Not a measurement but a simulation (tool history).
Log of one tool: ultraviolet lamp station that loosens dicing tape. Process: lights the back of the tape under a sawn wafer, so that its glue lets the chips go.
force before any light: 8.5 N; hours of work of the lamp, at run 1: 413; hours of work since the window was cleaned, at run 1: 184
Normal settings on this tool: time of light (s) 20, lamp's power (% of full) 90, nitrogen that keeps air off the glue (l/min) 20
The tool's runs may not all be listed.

run	day	time of light (s)	lamp's power (% of full)	nitrogen that keeps air off the glue (l/min)	hours of work of the lamp	hours of work since the window was cleaned	force that peels the tape off (N)	light that reached the tape (mJ/cm2)
1	0	20	90	20	413	184	0.755	418
2	0.458	20	90	20	421	193	0.784	418
3	0.904	20	90	23	429	200	0.708	419
4	1.388	20	90	23	438	209	0.688	413
5	1.821	20	90	23	445	217	0.692	416
6	2.65	20	90	23	460	231	0.705	410
# day 2.946: window cleaned of glue's vapour
7	3.171	20	90	23	469	4	0.614	436

Predict the results of run 8:
8	3.75	35	77	8	479	14	?	?

{"run 8": {"force that peels the tape off (N)": 0.721, "light that reached the tape (mJ/cm2)": 651}}
Minus the tool's unlogged condition, the same run would have read force that peels the tape off (N) 0.547, light that reached the tape (mJ/cm2) 746.

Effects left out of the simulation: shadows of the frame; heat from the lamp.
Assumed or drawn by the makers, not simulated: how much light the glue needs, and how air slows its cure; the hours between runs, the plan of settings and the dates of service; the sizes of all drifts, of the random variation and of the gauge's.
